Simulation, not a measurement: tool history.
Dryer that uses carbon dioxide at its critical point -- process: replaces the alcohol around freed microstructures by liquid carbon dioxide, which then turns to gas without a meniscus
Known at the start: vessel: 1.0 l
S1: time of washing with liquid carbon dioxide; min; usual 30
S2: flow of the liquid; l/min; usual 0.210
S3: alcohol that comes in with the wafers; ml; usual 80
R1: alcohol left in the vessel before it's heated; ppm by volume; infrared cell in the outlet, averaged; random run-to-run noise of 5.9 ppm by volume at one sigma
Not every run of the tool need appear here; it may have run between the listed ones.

{"run": 1, "day": 0.0, "S1": 30, "S2": 0.21, "S3": 80, "R1": 289}
{"run": 2, "day": 1.562, "S1": 30, "S2": 0.21, "S3": 80, "R1": 284}
{"run": 3, "day": 3.079, "S1": 30, "S2": 0.21, "S3": 80, "R1": 291}
{"run": 4, "day": 4.15, "S1": 30, "S2": 0.21, "S3": 80, "R1": 297}
{"run": 5, "day": 5.462, "S1": 30, "S2": 0.21, "S3": 80, "R1": 302}
{"run": 6, "day": 6.617, "S1": 19, "S2": 0.21, "S3": 80, "R1": 2209}
{"run": 7, "day": 8.296, "S1": 19, "S2": 0.21, "S3": 80, "R1": 2234}
{"run": 8, "day": 9.417, "S1": 19, "S2": 0.21, "S3": 80, "R1": 2223}
{"run": 9, "day": 11.233, "S1": 19, "S2": 0.21, "S3": 80, "R1": 2310}
{"run": 10, "day": 12.738, "S1": 19, "S2": 0.21, "S3": 80, "R1": 2327}
{"run": 11, "day": 14.279, "S1": 30, "S2": 0.21, "S3": 80, "R1": 350}
{"run": 12, "day": 15.317, "S1": 33, "S2": 0.21, "S3": 80, "R1": 230}
{"run": 13, "day": 16.971, "S1": 19, "S2": 0.153, "S3": 45, "R1": 3576}
{"run": 14, "day": 18.204, "S1": 48, "S2": 0.184, "S3": 54, "R1": 87}
{"run": 15, "day": 19.854, "S1": 48, "S2": 0.184, "S3": 54, "R1": 84}
{"run": 16, "day": 21.479, "S1": 29, "S2": 0.266, "S3": 54, "R1": 131}
{"run": 17, "day": 22.696, "S1": 29, "S2": 0.266, "S3": 54, "R1": 123}
{"run": 18, "day": 23.642, "S1": 29, "S2": 0.266, "S3": 42, "R1": 124}
{"run": 19, "day": 25.021, "S1": 27, "S2": 0.149, "S3": 32, "R1": 1030}
{"run": 20, "day": 25.817, "S1": 22, "S2": 0.223, "S3": 20, "R1": 347}
{"run": 21, "day": 27.2, "S1": 27, "S2": 0.298, "S3": 96, "R1": 155}
{"day": 27.688, "done": "inlet filter changed"}
{"run": 22, "day": 28.496, "S1": 25, "S2": 0.127, "S3": 101, "R1": 5279}
{"run": 23, "day": 30.288, "S1": 25, "S2": 0.127, "S3": 101, "R1": 5265}

3 options for the next run, each taken on its own from the tool as it stands now. Forecast them:
{"run": "A", "day": 31.592, "S1": 30, "S2": 0.255, "S3": 34, "R1": "?"}
{"run": "B", "day": 31.592, "S1": 25, "S2": 0.127, "S3": 84, "R1": "?"}
{"run": "C", "day": 31.592, "S1": 28, "S2": 0.254, "S3": 38, "R1": "?"}

run=A R1=104
run=B R1=4396
run=C R1=135
With no hidden state in the tool, these same runs would have given:
run=A R1=26
run=B R1=4181
run=C R1=54
